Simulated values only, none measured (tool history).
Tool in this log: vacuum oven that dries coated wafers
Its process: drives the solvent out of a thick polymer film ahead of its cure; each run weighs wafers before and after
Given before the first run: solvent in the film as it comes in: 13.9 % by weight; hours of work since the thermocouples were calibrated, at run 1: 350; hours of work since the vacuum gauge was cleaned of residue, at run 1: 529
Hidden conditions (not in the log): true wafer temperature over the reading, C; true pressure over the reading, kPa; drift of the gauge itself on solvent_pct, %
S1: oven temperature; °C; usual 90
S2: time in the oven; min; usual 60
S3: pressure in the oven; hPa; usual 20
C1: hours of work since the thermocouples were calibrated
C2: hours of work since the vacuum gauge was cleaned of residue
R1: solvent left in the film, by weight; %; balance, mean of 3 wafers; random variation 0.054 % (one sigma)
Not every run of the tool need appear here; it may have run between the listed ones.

Run 1, hour 0: usual settings; C1 350; C2 529. Result: R1 2.3 %.
Run 2, hour 13.7: usual settings; C1 356; C2 535. Result: R1 2.35 %.
Run 3, hour 33.6: usual settings; C1 366; C2 545. Result: R1 2.33 %.
Run 4, hour 48.2: usual settings; C1 373; C2 552. Result: R1 2.32 %.
Run 5, hour 63.2: usual settings but S1 92 °C; C1 380; C2 559. Result: R1 2.12 %.
Run 6, hour 72.4: usual settings but S1 92 °C; C1 384; C2 563. Result: R1 2.13 %.
Run 7, hour 88: usual settings but S1 92 °C; C1 392; C2 571. Result: R1 2.03 %.
Run 8, hour 106.9: usual settings but S1 92 °C; C1 401; C2 580. Result: R1 2.08 %.
Run 9, hour 118.8: usual settings but S1 92 °C; C1 406; C2 585. Result: R1 2.05 %.
Run 10, hour 129.9: usual settings; C1 412; C2 591. Result: R1 2.28 %.
Run 11, hour 140.1: usual settings but S2 30 min; C1 416; C2 595. Result: R1 4.69 %.
Run 12, hour 151.7: usual settings; C1 422; C2 601. Result: R1 2.29 %.
Run 13, hour 165.1: usual settings; C1 428; C2 607. Result: R1 2.33 %.
Run 14, hour 180.2: usual settings; C1 436; C2 615. Result: R1 2.38 %.
Run 15, hour 191.4: usual settings; C1 441; C2 620. Result: R1 2.33 %.
Run 16, hour 204.5: usual settings; C1 447; C2 626. Result: R1 2.29 %.
Run 17, hour 223.5: usual settings but S2 89 min, S3 11.6 hPa; C1 456; C2 635. Result: R1 1.06 %.
Run 18, hour 236.3: usual settings but S2 89 min, S3 11.6 hPa; C1 462; C2 641. Result: R1 1.05 %.
Run 19, hour 251.6: usual settings but S1 91 °C, S2 33 min, S3 11.8 hPa; C1 470; C2 649. Result: R1 3.89 %.
At hour 254.6: vacuum gauge cleaned of residue and calibrated.
Run 20, hour 270.1: usual settings but S1 88 °C, S2 33 min, S3 51.2 hPa; C1 478; C2 7. Result: R1 5.81 %.
Run 21, hour 285.9: usual settings but S1 76 °C, S2 58 min, S3 28.1 hPa; C1 485; C2 15. Result: R1 5.31 %.
Run 22, hour 301.2: usual settings but S1 76 °C, S2 58 min, S3 28.1 hPa; C1 492; C2 22. Result: R1 5.5 %.
Run 23, hour 316.2: usual settings but S2 90 min, S3 26.7 hPa; C1 500; C2 29. Result: R1 1.73 %.
At hour 322: vacuum gauge cleaned of residue and calibrated, once more.
Run 24, hour 332.9: usual settings but S2 90 min, S3 26.7 hPa; C1 507; C2 5. Result: R1 1.62 %.
Run 25, hour 350.9: usual settings but S2 90 min, S3 26.7 hPa; C1 515; C2 14. Result: R1 1.72 %.
Run 26, hour 359.2: usual settings but S1 83 °C, S2 90 min, S3 17.3 hPa; C1 519; C2 18. Result: R1 2.09 %.
Run 27, hour 367.9: usual settings but S1 83 °C, S2 90 min, S3 17.3 hPa; C1 524; C2 22. Result: R1 2.17 %.
Run 28, hour 384.7: usual settings but S1 98 °C, S2 90 min, S3 12.1 hPa; C1 532; C2 30. Result: R1 0.54 %.
Run 29, hour 402.6: usual settings but S1 102 °C, S2 90 min, S3 10.9 hPa; C1 540; C2 38. Result: R1 0.34 %.

Below are 3 alternative next runs, each starting from the tool's condition after run 29. Predict each:
Run A, hour 414.8: usual settings but S1 102 °C, S2 55 min, S3 10.9 hPa; C1 546; C2 44. Result: R1 ?.
Run B, hour 414.8: usual settings but S1 102 °C, S2 89 min, S3 15.4 hPa; C1 546; C2 44. Result: R1 ?.
Run C, hour 414.8: usual settings but S1 97 °C, S2 36 min, S3 11.8 hPa; C1 546; C2 44. Result: R1 ?.

run    R1
  A  0.93
  B   0.6
  C  2.71
With no hidden state in the tool, these same runs would have given:
run    R1
  A  0.89
  B  0.58
  C  2.62

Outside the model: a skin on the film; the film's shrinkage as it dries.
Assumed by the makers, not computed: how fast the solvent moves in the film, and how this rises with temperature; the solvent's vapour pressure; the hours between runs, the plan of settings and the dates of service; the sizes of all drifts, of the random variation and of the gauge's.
